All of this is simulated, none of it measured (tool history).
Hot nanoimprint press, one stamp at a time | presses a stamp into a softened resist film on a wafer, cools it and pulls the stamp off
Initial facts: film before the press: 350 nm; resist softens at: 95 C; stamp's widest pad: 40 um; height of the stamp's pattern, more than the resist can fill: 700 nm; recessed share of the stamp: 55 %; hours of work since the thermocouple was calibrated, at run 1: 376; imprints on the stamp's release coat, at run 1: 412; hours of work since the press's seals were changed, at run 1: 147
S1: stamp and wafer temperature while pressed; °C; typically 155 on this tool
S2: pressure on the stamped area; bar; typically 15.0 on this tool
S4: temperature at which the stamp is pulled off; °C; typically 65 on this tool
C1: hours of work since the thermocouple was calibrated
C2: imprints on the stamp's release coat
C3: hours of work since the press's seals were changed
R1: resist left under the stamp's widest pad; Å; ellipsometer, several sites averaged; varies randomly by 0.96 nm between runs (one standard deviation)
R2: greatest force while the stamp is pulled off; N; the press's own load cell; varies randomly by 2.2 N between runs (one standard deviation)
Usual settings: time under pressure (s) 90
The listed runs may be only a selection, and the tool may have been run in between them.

{"run": 1, "day": 0.0, "S1": 155, "S2": 15.0, "time under pressure (s)": 90, "S4": 65, "C1": 376, "C2": 412, "C3": 147, "R1": 1459, "R2": 112}
{"run": 2, "day": 1.021, "S1": 155, "S2": 15.0, "time under pressure (s)": 136, "S4": 65, "C1": 394, "C2": 523, "C3": 165, "R1": 1251, "R2": 115}
{"run": 3, "day": 2.325, "S1": 155, "S2": 15.0, "time under pressure (s)": 136, "S4": 65, "C1": 416, "C2": 663, "C3": 188, "R1": 1255, "R2": 114}
{"run": 4, "day": 3.458, "S1": 155, "S2": 15.0, "time under pressure (s)": 136, "S4": 65, "C1": 436, "C2": 786, "C3": 208, "R1": 1265, "R2": 118}
{"run": 5, "day": 4.446, "S1": 155, "S2": 15.0, "time under pressure (s)": 136, "S4": 65, "C1": 454, "C2": 893, "C3": 225, "R1": 1257, "R2": 119}
{"run": 6, "day": 5.746, "S1": 155, "S2": 15.0, "time under pressure (s)": 136, "S4": 65, "C1": 476, "C2": 1034, "C3": 248, "R1": 1266, "R2": 122}
{"run": 7, "day": 6.417, "S1": 155, "S2": 15.0, "time under pressure (s)": 90, "S4": 65, "C1": 488, "C2": 1106, "C3": 260, "R1": 1492, "R2": 127}
{"day": 6.629, "done": "plate thermocouple calibrated"}
{"run": 8, "day": 7.267, "S1": 155, "S2": 15.0, "time under pressure (s)": 90, "S4": 65, "C1": 11, "C2": 1185, "C3": 273, "R1": 1389, "R2": 124}
{"run": 9, "day": 8.858, "S1": 155, "S2": 21.7, "time under pressure (s)": 90, "S4": 65, "C1": 39, "C2": 1357, "C3": 300, "R1": 1127, "R2": 131}
{"run": 10, "day": 9.688, "S1": 155, "S2": 21.7, "time under pressure (s)": 90, "S4": 65, "C1": 54, "C2": 1447, "C3": 315, "R1": 1116, "R2": 134}
{"day": 10.712, "done": "stamp cleaned and given a new release coat"}
{"run": 11, "day": 11.158, "S1": 155, "S2": 21.7, "time under pressure (s)": 90, "S4": 65, "C1": 75, "C2": 48, "C3": 336, "R1": 1135, "R2": 101}
{"run": 12, "day": 12.142, "S1": 155, "S2": 15.0, "time under pressure (s)": 90, "S4": 65, "C1": 92, "C2": 155, "C3": 354, "R1": 1393, "R2": 103}
{"run": 13, "day": 13.658, "S1": 148, "S2": 15.0, "time under pressure (s)": 90, "S4": 65, "C1": 119, "C2": 318, "C3": 380, "R1": 1767, "R2": 103}
{"run": 14, "day": 14.883, "S1": 155, "S2": 15.0, "time under pressure (s)": 90, "S4": 65, "C1": 140, "C2": 451, "C3": 402, "R1": 1399, "R2": 108}
{"run": 15, "day": 16.054, "S1": 160, "S2": 15.0, "time under pressure (s)": 90, "S4": 65, "C1": 161, "C2": 578, "C3": 422, "R1": 1216, "R2": 111}
{"run": 16, "day": 16.888, "S1": 160, "S2": 15.0, "time under pressure (s)": 90, "S4": 65, "C1": 176, "C2": 668, "C3": 437, "R1": 1217, "R2": 118}
{"run": 17, "day": 17.996, "S1": 155, "S2": 10.8, "time under pressure (s)": 90, "S4": 51, "C1": 195, "C2": 788, "C3": 456, "R1": 1702, "R2": 128}
{"run": 18, "day": 19.012, "S1": 164, "S2": 10.8, "time under pressure (s)": 90, "S4": 65, "C1": 213, "C2": 898, "C3": 474, "R1": 1295, "R2": 119}
{"run": 19, "day": 20.158, "S1": 164, "S2": 10.8, "time under pressure (s)": 90, "S4": 65, "C1": 233, "C2": 1022, "C3": 494, "R1": 1311, "R2": 126}
{"run": 20, "day": 21.033, "S1": 162, "S2": 10.8, "time under pressure (s)": 141, "S4": 65, "C1": 248, "C2": 1117, "C3": 510, "R1": 1162, "R2": 123}
{"run": 21, "day": 22.121, "S1": 153, "S2": 23.3, "time under pressure (s)": 125, "S4": 52, "C1": 267, "C2": 1234, "C3": 529, "R1": 1080, "R2": 145}
{"run": 22, "day": 22.9, "S1": 149, "S2": 11.7, "time under pressure (s)": 166, "S4": 72, "C1": 281, "C2": 1318, "C3": 542, "R1": 1654, "R2": 121}
{"run": 23, "day": 24.229, "S1": 149, "S2": 11.7, "time under pressure (s)": 166, "S4": 72, "C1": 304, "C2": 1462, "C3": 566, "R1": 1642, "R2": 128}
{"day": 25.162, "done": "stamp cleaned and given a new release coat"}
{"run": 24, "day": 25.175, "S1": 155, "S2": 15.0, "time under pressure (s)": 90, "S4": 67, "C1": 317, "C2": 2, "C3": 578, "R1": 1453, "R2": 102}
{"run": 25, "day": 26.296, "S1": 155, "S2": 22.6, "time under pressure (s)": 111, "S4": 53, "C1": 336, "C2": 123, "C3": 598, "R1": 1092, "R2": 114}
{"run": 26, "day": 27.725, "S1": 154, "S2": 22.6, "time under pressure (s)": 111, "S4": 53, "C1": 361, "C2": 278, "C3": 623, "R1": 1134, "R2": 116}
{"run": 27, "day": 28.679, "S1": 155, "S2": 15.0, "time under pressure (s)": 133, "S4": 60, "C1": 378, "C2": 381, "C3": 639, "R1": 1283, "R2": 110}
{"run": 28, "day": 30.046, "S1": 155, "S2": 15.0, "time under pressure (s)": 133, "S4": 60, "C1": 402, "C2": 529, "C3": 663, "R1": 1282, "R2": 113}
{"run": 29, "day": 30.892, "S1": 155, "S2": 15.0, "time under pressure (s)": 133, "S4": 60, "C1": 417, "C2": 620, "C3": 678, "R1": 1285, "R2": 120}
{"run": 30, "day": 31.704, "S1": 155, "S2": 15.0, "time under pressure (s)": 67, "S4": 62, "C1": 431, "C2": 708, "C3": 692, "R1": 1641, "R2": 122}

Selected run-to-run steps in R1, each split into two signed amounts: the part the tool would show with no hidden state at all (from settings, incoming material and random variation), and the remainder, which goes to the hidden state together with any gauge scatter not common to the measured and the hidden-state-free results:
Hidden state present: true temperature over the reading, C; pressure that arrives at the usual setting, %; grip of the stamp's worn release coat, % over a new coat's; drift of the gauge itself on residual_nm, %; drift of the gauge itself on pull_off_n, %.
Run 7 -> 8: plate thermocouple calibrated. R1 -103 Å: hidden state -93, all else -10.
Run 16 -> 17: S1 160 -> 155, S2 15.0 -> 10.8, S4 65 -> 51. R1 +485 Å: hidden state +12, all else +473.
Run 17 -> 18: S1 155 -> 164, S4 51 -> 65. R1 -407 Å: hidden state -10, all else -397.
Run 20 -> 21: S1 162 -> 153, S2 10.8 -> 23.3, time under pressure (s) 141 -> 125, S4 65 -> 52. R1 -82 Å: hidden state +25, all else -107.
Run 21 -> 22: S1 153 -> 149, S2 23.3 -> 11.7, time under pressure (s) 125 -> 166, S4 52 -> 72. R1 +574 Å: hidden state +12, all else +562.
Run 29 -> 30: time under pressure (s) 133 -> 67, S4 60 -> 62. R1 +356 Å: hidden state +24, all else +332.
